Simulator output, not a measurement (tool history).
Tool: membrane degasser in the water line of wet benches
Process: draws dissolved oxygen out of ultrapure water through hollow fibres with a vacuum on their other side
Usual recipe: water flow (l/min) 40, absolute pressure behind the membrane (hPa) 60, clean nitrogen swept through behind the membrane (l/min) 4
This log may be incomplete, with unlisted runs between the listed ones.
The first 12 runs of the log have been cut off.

run     day  water flow (l/min)  absolute pressure behind the membrane (hPa)  clean nitrogen swept through behind the membrane (l/min)  hours since the membrane was changed  hours since the vacuum gauge was calibrated  hours since the vacuum lines were made tight  dissolved oxygen in the water behind the degasser (ppb)  pressure that the water loses in the fibres (hPa)
 13  28.392                  48                                           60                                                         4                                  1272                                         6157                                          8231                                                    221.8                                              732.4
 14  29.871                  48                                           60                                                         4                                  1308                                         6193                                          8266                                                    222.9                                              730.7
 15  31.983                  60                                           60                                                         4                                  1359                                         6243                                          8317                                                    344.5                                              920.3
 16  33.567                  60                                           60                                                         4                                  1397                                         6281                                          8355                                                    344.2                                              918.6
 17  35.171                  47                                           60                                                         4                                  1435                                         6320                                          8393                                                    215.4                                              717.8
 18  37.358                  44                                           44                                                      6.06                                  1488                                         6372                                          8446                                                    142.1                                              675.9
 19  40.071                  36                                         87.5                                                      2.05                                  1553                                         6438                                          8511                                                    282.3                                              555.7
 20  43.083                  57                                         78.1                                                         4                                  1625                                         6510                                          8583                                                    364.3                                              876.8
 21  44.846                  55                                         60.1                                                      11.4                                  1667                                         6552                                          8625                                                    237.3                                              846.3
 22  47.788                  55                                         60.1                                                      11.4                                  1738                                         6623                                          8696                                                    236.7                                              847.7
 23  49.212                  46                                           60                                                      8.37                                  1772                                         6657                                          8730                                                    172.5                                              706.5
 24  52.225                  25                                         41.3                                                         4                                  1844                                         6729                                          8803                                                     34.2                                              385.7
 25  54.425                  25                                         41.3                                                         4                                  1897                                         6782                                          8855                                                     34.8                                              386.2
 26  56.092                  41                                           60                                                      3.18                                  1937                                         6822                                          8895                                                    181.6                                              632.3
 27  57.667                  33                                          126                                                      8.91                                  1975                                         6860                                          8933                                                    136.9                                                508
 28  60.546                  28                                         93.9                                                         4                                  2044                                         6929                                          9002                                                    130.2                                                431
     61.417  -- gauge calibrated
 29    63.5                  28                                         55.9                                                      4.56                                  2115                                         7000                                          9073                                                     65.2                                              423.4
 30  64.938                  57                                         65.2                                                      6.78                                  2149                                         7034                                          9108                                                    284.2                                              857.2
 31  67.079                  58                                          127                                                      8.83                                  2201                                         7086                                          9159                                                    374.2                                              876.7
 32  68.862                  58                                          127                                                      8.42                                  2244                                         7129                                          9202                                                    384.5                                              876.3
 33  71.179                  40                                         98.8                                                         4                                  2299                                         7184                                          9257                                                    241.2                                              609.3

Below are 3 alternative next runs, each starting from the tool's condition after run 33. Predict each:
  A  72.504                  28                                        134.4                                                         4                                  2331                                         7216                                          9289                                                        ?                                                  ?
  B  72.504                  40                                         71.9                                                      4.51                                  2331                                         7216                                          9289                                                        ?                                                  ?
  C  72.504                  28                                         98.8                                                         4                                  2331                                         7216                                          9289                                                        ?                                                  ?

run  dissolved oxygen in the water behind the degasser (ppb)  pressure that the water loses in the fibres (hPa)
  A                                                      195                                                425
  B                                                    173.1                                              606.4
  C                                                    142.8                                                422
The same runs, with their run-to-run variation unchanged, on a tool lacking any hidden condition would have given:
run  dissolved oxygen in the water behind the degasser (ppb)  pressure that the water loses in the fibres (hPa)
  A                                                    194.8                                              423.1
  B                                                    172.9                                              603.7
  C                                                    142.6                                                420
